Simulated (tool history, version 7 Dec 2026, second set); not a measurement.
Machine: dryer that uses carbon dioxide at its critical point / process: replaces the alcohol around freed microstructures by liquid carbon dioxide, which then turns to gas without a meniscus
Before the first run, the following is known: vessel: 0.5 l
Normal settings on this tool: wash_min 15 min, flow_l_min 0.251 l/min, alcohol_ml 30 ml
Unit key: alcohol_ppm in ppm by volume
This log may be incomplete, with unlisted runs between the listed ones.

Run 1, day 0.000: usual settings. Result: alcohol_ppm 176 ppm by volume.
Run 2, day 0.529: usual settings. Result: alcohol_ppm 172 ppm by volume.
Run 3, day 1.042: usual settings. Result: alcohol_ppm 177 ppm by volume.
Run 4, day 1.688: usual settings. Result: alcohol_ppm 171 ppm by volume.
Run 5, day 2.312: usual settings but flow_l_min 0.183 l/min. Result: alcohol_ppm 824 ppm by volume.
Run 6, day 2.871: usual settings but wash_min 13 min. Result: alcohol_ppm 383 ppm by volume.
Run 7, day 3.467: usual settings but flow_l_min 0.162 l/min. Result: alcohol_ppm 1332 ppm by volume.
Run 8, day 4.092: usual settings but flow_l_min 0.162 l/min. Result: alcohol_ppm 1322 ppm by volume.
Run 9, day 4.567: usual settings but flow_l_min 0.162 l/min. Result: alcohol_ppm 1354 ppm by volume.
Run 10, day 4.883: usual settings but flow_l_min 0.162 l/min. Result: alcohol_ppm 1367 ppm by volume.
Run 11, day 5.508: usual settings. Result: alcohol_ppm 202 ppm by volume.
Run 12, day 6.008: usual settings. Result: alcohol_ppm 190 ppm by volume.
Run 13, day 6.542: usual settings. Result: alcohol_ppm 197 ppm by volume.
Run 14, day 6.833: usual settings but wash_min 11 min. Result: alcohol_ppm 859 ppm by volume.
Run 15, day 7.375: usual settings. Result: alcohol_ppm 193 ppm by volume.
Run 16, day 7.967: usual settings. Result: alcohol_ppm 205 ppm by volume.
At day 8.138: inlet filter changed.
Run 17, day 8.392: usual settings. Result: alcohol_ppm 105 ppm by volume.
Run 18, day 8.783: usual settings but wash_min 22 min, flow_l_min 0.369 l/min, alcohol_ml 69 ml. Result: alcohol_ppm 22 ppm by volume.
Run 19, day 9.375: usual settings but wash_min 20 min, flow_l_min 0.267 l/min, alcohol_ml 21 ml. Result: alcohol_ppm 21 ppm by volume.
Run 20, day 9.654: usual settings but wash_min 20 min, flow_l_min 0.267 l/min, alcohol_ml 21 ml. Result: alcohol_ppm 18 ppm by volume.
Run 21, day 10.133: usual settings but flow_l_min 0.293 l/min, alcohol_ml 102 ml. Result: alcohol_ppm 124 ppm by volume.
Run 22, day 10.662: usual settings but wash_min 20 min, flow_l_min 0.293 l/min, alcohol_ml 73 ml. Result: alcohol_ppm 31 ppm by volume.
Run 23, day 11.167: usual settings but wash_min 10 min, alcohol_ml 68 ml. Result: alcohol_ppm 1797 ppm by volume.
Run 24, day 11.712: usual settings but wash_min 10 min, alcohol_ml 68 ml. Result: alcohol_ppm 1817 ppm by volume.
Run 25, day 12.254: usual settings but flow_l_min 0.193 l/min. Result: alcohol_ppm 438 ppm by volume.
Run 26, day 12.579: usual settings but wash_min 11 min, flow_l_min 0.268 l/min, alcohol_ml 42 ml. Result: alcohol_ppm 549 ppm by volume.
Run 27, day 13.029: usual settings but wash_min 22 min, flow_l_min 0.387 l/min, alcohol_ml 51 ml. Result: alcohol_ppm 38 ppm by volume.
Run 28, day 13.496: usual settings but wash_min 22 min, flow_l_min 0.387 l/min, alcohol_ml 51 ml. Result: alcohol_ppm 29 ppm by volume.
Run 29, day 14.104: usual settings but wash_min 22 min, flow_l_min 0.387 l/min, alcohol_ml 51 ml. Result: alcohol_ppm 23 ppm by volume.
Run 30, day 14.533: usual settings but wash_min 16 min, flow_l_min 0.186 l/min, alcohol_ml 31 ml. Result: alcohol_ppm 411 ppm by volume.
Run 31, day 14.829: usual settings but wash_min 16 min, flow_l_min 0.186 l/min, alcohol_ml 31 ml. Result: alcohol_ppm 412 ppm by volume.
Run 32, day 15.329: usual settings but wash_min 16 min, flow_l_min 0.253 l/min, alcohol_ml 71 ml. Result: alcohol_ppm 188 ppm by volume.

Measured minus without-hidden-state, run by run (identical run-to-run variation in each term; gauge scatter may differ):
Hidden state at play: flow that reaches the vessel past the clogged filter, %; alcohol in the recycled carbon dioxide, ppm; drift of the gauge itself on alcohol_ppm, %.
run  alcohol_ppm
  1          +81
  2          +81
  3          +86
  4          +89
  5         +318
  6         +172
  7         +478
  8         +483
  9         +501
 10         +511
 11         +103
 12         +105
 13         +111
 14         +370
 15         +110
 16         +116
 17          +19
 18          +17
 19          +19
 20          +18
 21          +26
 22          +19
 23         +104
 24         +119
 25          +50
 26          +61
 27          +22
 28          +22
 29          +21
 30          +64
 31          +65
 32          +46
